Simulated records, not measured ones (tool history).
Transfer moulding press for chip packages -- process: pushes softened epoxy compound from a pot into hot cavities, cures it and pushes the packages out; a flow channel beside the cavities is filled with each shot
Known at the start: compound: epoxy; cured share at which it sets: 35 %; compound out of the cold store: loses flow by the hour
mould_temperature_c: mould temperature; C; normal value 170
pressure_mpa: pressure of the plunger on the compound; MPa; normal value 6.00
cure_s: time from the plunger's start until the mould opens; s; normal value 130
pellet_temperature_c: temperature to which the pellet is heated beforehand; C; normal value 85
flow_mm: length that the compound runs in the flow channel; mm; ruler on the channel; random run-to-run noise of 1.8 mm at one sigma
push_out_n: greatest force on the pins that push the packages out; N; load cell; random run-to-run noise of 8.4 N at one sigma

| run | hour | mould_temperature_c | pressure_mpa | cure_s | pellet_temperature_c | incoming compound's hours out of the cold store | flow_mm | push_out_n |
|---|---|---|---|---|---|---|---|---|
| 1 | 0.0 | 170 | 6.00 | 130 | 85 | 26.5 | 926 | 497 |
|  | 26.0 | mould's thermocouples calibrated |
| 2 | 41.5 | 170 | 6.00 | 130 | 85 | 30.4 | 906 | 559 |
| 3 | 75.2 | 170 | 5.38 | 130 | 85 | 29.2 | 862 | 592 |
|  | 95.4 | cavities cleaned with cleaning compound and waxed |
| 4 | 127.7 | 170 | 6.00 | 140 | 85 | 16.7 | 963 | 621 |
| 5 | 175.3 | 170 | 6.00 | 140 | 85 | 40.2 | 853 | 653 |
| 6 | 216.4 | 170 | 6.00 | 168 | 85 | 13.7 | 976 | 593 |
|  | 241.6 | cavities cleaned with cleaning compound and waxed |
| 7 | 248.1 | 170 | 6.00 | 168 | 85 | 47.5 | 824 | 342 |
| 8 | 282.6 | 170 | 6.81 | 130 | 85 | 23.1 | 993 | 470 |
| 9 | 334.5 | 170 | 6.81 | 130 | 85 | 24.7 | 980 | 555 |
| 10 | 373.5 | 170 | 6.81 | 130 | 85 | 9.5 | 1060 | 615 |
|  | 387.0 | cavities cleaned with cleaning compound and waxed |
| 11 | 404.1 | 170 | 6.81 | 130 | 85 | 23.8 | 981 | 413 |
| 12 | 456.8 | 170 | 6.81 | 130 | 85 | 27.0 | 961 | 517 |
|  | 488.7 | cavities cleaned with cleaning compound and waxed, once more |
| 13 | 496.3 | 170 | 6.00 | 130 | 85 | 25.3 | 910 | 404 |
| 14 | 533.2 | 170 | 6.00 | 130 | 85 | 15.7 | 956 | 493 |
| 15 | 598.2 | 170 | 6.00 | 130 | 85 | 16.6 | 948 | 562 |
|  | 637.8 | cavities cleaned with cleaning compound and waxed |
| 16 | 661.0 | 167 | 6.00 | 154 | 85 | 27.1 | 909 | 410 |
| 17 | 715.0 | 167 | 6.00 | 154 | 85 | 41.1 | 846 | 495 |
|  | 722.4 | plunger's sealing rings changed |
|  | 785.1 | cavities cleaned with cleaning compound and waxed |
| 18 | 785.1 | 177 | 6.14 | 169 | 81 | 32.7 | 886 | 305 |
| 19 | 847.1 | 169 | 4.51 | 161 | 78 | 18.8 | 840 | 454 |
| 20 | 899.6 | 168 | 7.36 | 141 | 84 | 33.1 | 1000 | 606 |
|  | 933.0 | cavities cleaned with cleaning compound and waxed |
| 21 | 947.8 | 168 | 7.42 | 141 | 79 | 29.6 | 1018 | 427 |
| 22 | 999.1 | 168 | 7.42 | 141 | 79 | 30.0 | 1013 | 523 |
| 23 | 1057.3 | 168 | 7.42 | 141 | 79 | 41.8 | 955 | 596 |
|  | 1079.5 | cavities cleaned with cleaning compound and waxed |
| 24 | 1087.7 | 174 | 6.00 | 134 | 87 | 23.0 | 918 | 345 |
| 25 | 1147.7 | 168 | 6.00 | 130 | 85 | 13.9 | 986 | 619 |
| 26 | 1191.5 | 168 | 6.00 | 113 | 85 | 19.3 | 955 | 897 |
|  | 1225.5 | cavities cleaned with cleaning compound and waxed |
| 27 | 1228.5 | 170 | 6.00 | 130 | 84 | 17.0 | 961 | 393 |
| 28 | 1275.1 | 170 | 5.03 | 122 | 87 | 46.0 | 755 | 531 |
| 29 | 1328.9 | 170 | 5.45 | 130 | 85 | 46.4 | 785 | 538 |

Measured minus without-hidden-state, run by run (identical run-to-run variation in each term; gauge scatter may differ):
Hidden conditions of the tool in this case: true mould temperature over the reading, C; pressure that reaches the compound, % of what is set; grip of the stained cavities, % over clean ones'; drift of the gauge itself on flow_mm, %; drift of the gauge itself on push_out_n, %.
| run | flow_mm | push_out_n |
|---|---|---|
| 1 | -3 | +148 |
| 2 | -7 | +199 |
| 3 | -8 | +233 |
| 4 | -11 | +292 |
| 5 | -12 | +310 |
| 6 | -15 | +284 |
| 7 | -13 | +20 |
| 8 | -18 | +109 |
| 9 | -20 | +196 |
| 10 | -23 | +247 |
| 11 | -23 | +60 |
| 12 | -24 | +163 |
| 13 | -24 | +31 |
| 14 | -27 | +126 |
| 15 | -30 | +214 |
| 16 | -30 | +66 |
| 17 | -30 | +158 |
| 18 | +0 | +7 |
| 19 | -2 | +132 |
| 20 | -4 | +238 |
| 21 | -7 | +59 |
| 22 | -8 | +169 |
| 23 | -10 | +245 |
| 24 | -11 | +26 |
| 25 | -14 | +211 |
| 26 | -16 | +375 |
| 27 | -18 | +28 |
| 28 | -16 | +148 |
| 29 | -18 | +206 |

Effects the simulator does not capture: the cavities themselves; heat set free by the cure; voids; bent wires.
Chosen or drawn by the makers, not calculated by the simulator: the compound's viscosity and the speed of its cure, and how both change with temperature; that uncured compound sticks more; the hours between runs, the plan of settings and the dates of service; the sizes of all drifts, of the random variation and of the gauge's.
